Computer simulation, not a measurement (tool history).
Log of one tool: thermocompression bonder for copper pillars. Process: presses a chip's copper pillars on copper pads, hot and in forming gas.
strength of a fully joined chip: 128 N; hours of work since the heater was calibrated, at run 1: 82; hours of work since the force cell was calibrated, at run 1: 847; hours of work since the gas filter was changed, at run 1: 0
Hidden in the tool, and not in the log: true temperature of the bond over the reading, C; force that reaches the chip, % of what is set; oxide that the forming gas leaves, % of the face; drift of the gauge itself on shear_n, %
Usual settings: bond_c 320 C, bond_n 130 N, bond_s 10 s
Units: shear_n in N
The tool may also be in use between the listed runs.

run,day,bond_c,bond_n,bond_s,hours of work since the heater was calibrated,hours of work since the force cell was calibrated,hours of work since the gas filter was changed,shear_n
1,0,320,130,10,82,847,0,80.6
2,0.775,320,130,10,96,861,14,80.5
3,2.204,317,130,10,123,887,40,78.5
4,2.871,303,130,10,135,900,53,68.4
5,4.312,303,130,10,161,926,79,68.4
6,5.412,317,130,10,182,946,99,78.6
7,6.362,320,130,5,199,964,117,64.9
8,7.008,320,130,5,211,976,129,64.8
9,8.2,320,130,5,233,998,151,64.7
10,8.967,293,130,10,247,1012,165,61.3
11,10.188,293,130,25,269,1034,187,82
12,11.288,320,130,10,289,1054,207,80.5
13,12.688,320,130,10,315,1080,233,80.6
14,13.371,320,130,10,328,1092,245,80
15,14.325,320,130,10,345,1110,263,80.5
16,15.133,320,130,10,360,1125,278,80
17,15.85,320,130,19,373,1138,291,94.4
18,16.617,320,130,10,387,1152,305,80.1
19,17.762,320,130,10,408,1173,326,80.3
20,18.933,320,130,10,430,1194,348,79.9
21,19.654,313,130,12,443,1208,361,79.4
# day 20.621: force cell calibrated
22,20.821,341,94,7,463,4,381,74.4
23,21.658,345,130,16,479,19,396,103.1
24,22.479,320,120,18,494,34,411,88.7
25,23.579,313,92,5,514,54,432,49.7
26,25.008,317,132,14,540,80,458,84.1
27,26.096,317,132,14,560,100,478,84.1
# day 27.342: forming gas filter changed
28,27.604,317,132,14,587,128,5,88
29,28.975,311,179,7,612,153,30,76.6
30,30.05,348,78,23,632,173,50,103
31,30.712,338,111,10,644,185,62,89.4
32,32.092,338,116,11,670,210,87,92.8

Forecast run 33:
33,33.362,310,106,10,693,233,111,?

shear_n: 68.7 N
Without the tool's hidden state the same run would have given shear_n 65.8 N.
